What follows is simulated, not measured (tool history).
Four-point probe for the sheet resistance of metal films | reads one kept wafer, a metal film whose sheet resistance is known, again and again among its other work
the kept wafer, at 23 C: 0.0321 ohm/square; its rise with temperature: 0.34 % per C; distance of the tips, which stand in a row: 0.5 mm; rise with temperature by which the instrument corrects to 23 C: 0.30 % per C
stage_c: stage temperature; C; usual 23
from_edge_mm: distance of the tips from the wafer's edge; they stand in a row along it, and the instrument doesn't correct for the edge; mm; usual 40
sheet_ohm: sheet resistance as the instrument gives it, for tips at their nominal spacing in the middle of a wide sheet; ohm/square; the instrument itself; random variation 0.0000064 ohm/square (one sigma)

Run 1, hour 0: usual settings. Result: sheet_ohm 0.032026 ohm/square.
Run 2, hour 28.7: usual settings. Result: sheet_ohm 0.032013 ohm/square.
Run 3, hour 84.7: usual settings. Result: sheet_ohm 0.032021 ohm/square.
Run 4, hour 124.8: usual settings. Result: sheet_ohm 0.032012 ohm/square.
Run 5, hour 152.5: usual settings. Result: sheet_ohm 0.032012 ohm/square.
Run 6, hour 180.2: usual settings. Result: sheet_ohm 0.032007 ohm/square.
Run 7, hour 220.2: usual settings but from_edge_mm 14 mm. Result: sheet_ohm 0.032019 ohm/square.
Run 8, hour 261.8: usual settings but from_edge_mm 14 mm. Result: sheet_ohm 0.032016 ohm/square.
Run 9, hour 291: usual settings but from_edge_mm 14 mm. Result: sheet_ohm 0.032017 ohm/square.
Run 10, hour 339.5: usual settings but from_edge_mm 14 mm. Result: sheet_ohm 0.03202 ohm/square.
Run 11, hour 369.6: usual settings but from_edge_mm 14 mm. Result: sheet_ohm 0.032013 ohm/square.
Run 12, hour 413.8: usual settings but from_edge_mm 14 mm. Result: sheet_ohm 0.031999 ohm/square.
Run 13, hour 469.8: usual settings but from_edge_mm 62 mm. Result: sheet_ohm 0.031982 ohm/square.
Run 14, hour 501.1: usual settings but from_edge_mm 62 mm. Result: sheet_ohm 0.031969 ohm/square.
Run 15, hour 544.6: usual settings but stage_c 28 C. Result: sheet_ohm 0.032028 ohm/square.
Run 16, hour 596.1: usual settings but stage_c 28 C. Result: sheet_ohm 0.032013 ohm/square.
Run 17, hour 625.9: usual settings but stage_c 28 C. Result: sheet_ohm 0.032015 ohm/square.
Run 18, hour 657.4: usual settings but from_edge_mm 4 mm. Result: sheet_ohm 0.03223 ohm/square.
Run 19, hour 716.3: usual settings but stage_c 22 C, from_edge_mm 7 mm. Result: sheet_ohm 0.032034 ohm/square.
At hour 722.1: stage's thermometer calibrated.
Run 20, hour 762.8: usual settings but stage_c 25 C, from_edge_mm 71 mm. Result: sheet_ohm 0.031949 ohm/square.
Run 21, hour 792.3: usual settings but from_edge_mm 74 mm. Result: sheet_ohm 0.031914 ohm/square.
Run 22, hour 843.7: usual settings but from_edge_mm 3 mm. Result: sheet_ohm 0.032389 ohm/square.
Run 23, hour 890.9: usual settings but from_edge_mm 3 mm. Result: sheet_ohm 0.032388 ohm/square.
At hour 909.2: stage's thermometer calibrated, once more.
Run 24, hour 933.8: usual settings but stage_c 26 C, from_edge_mm 7 mm. Result: sheet_ohm 0.032129 ohm/square.
Run 25, hour 967.6: usual settings but stage_c 18 C, from_edge_mm 8 mm. Result: sheet_ohm 0.032017 ohm/square.
Run 26, hour 1026.7: usual settings but stage_c 18 C, from_edge_mm 8 mm. Result: sheet_ohm 0.032014 ohm/square.
Run 27, hour 1085.7: usual settings but stage_c 34 C, from_edge_mm 3 mm. Result: sheet_ohm 0.032593 ohm/square.
Run 28, hour 1115.6: usual settings but stage_c 21 C, from_edge_mm 7 mm. Result: sheet_ohm 0.032055 ohm/square.
Run 29, hour 1167.8: usual settings but stage_c 21 C, from_edge_mm 4 mm. Result: sheet_ohm 0.032228 ohm/square.
Run 30, hour 1209.3: usual settings but stage_c 21 C, from_edge_mm 4 mm. Result: sheet_ohm 0.032229 ohm/square.
Run 31, hour 1250.5: usual settings but stage_c 20 C, from_edge_mm 11 mm. Result: sheet_ohm 0.031974 ohm/square.
Run 32, hour 1285.2: usual settings but stage_c 33 C, from_edge_mm 5 mm. Result: sheet_ohm 0.032251 ohm/square.

5 ways to go on from here, each from the tool as it stands after run 32. What would each give?
Run A, hour 1325.5: usual settings but from_edge_mm 63 mm. Result: sheet_ohm ?.
Run B, hour 1325.5: usual settings but stage_c 34 C, from_edge_mm 5 mm. Result: sheet_ohm ?.
Run C, hour 1325.5: usual settings but stage_c 19 C, from_edge_mm 6 mm. Result: sheet_ohm ?.
Run D, hour 1325.5: usual settings but stage_c 18 C, from_edge_mm 5 mm. Result: sheet_ohm ?.
Run E, hour 1325.5: usual settings but stage_c 31 C, from_edge_mm 34 mm. Result: sheet_ohm ?.

run  sheet_ohm
  A   0.031976
  B   0.032272
  C   0.032046
  D   0.032083
  E    0.03207
Without the tool's hidden state the same runs would have given:
run  sheet_ohm
  A   0.032103
  B   0.032399
  C   0.032172
  D    0.03221
  E   0.032197
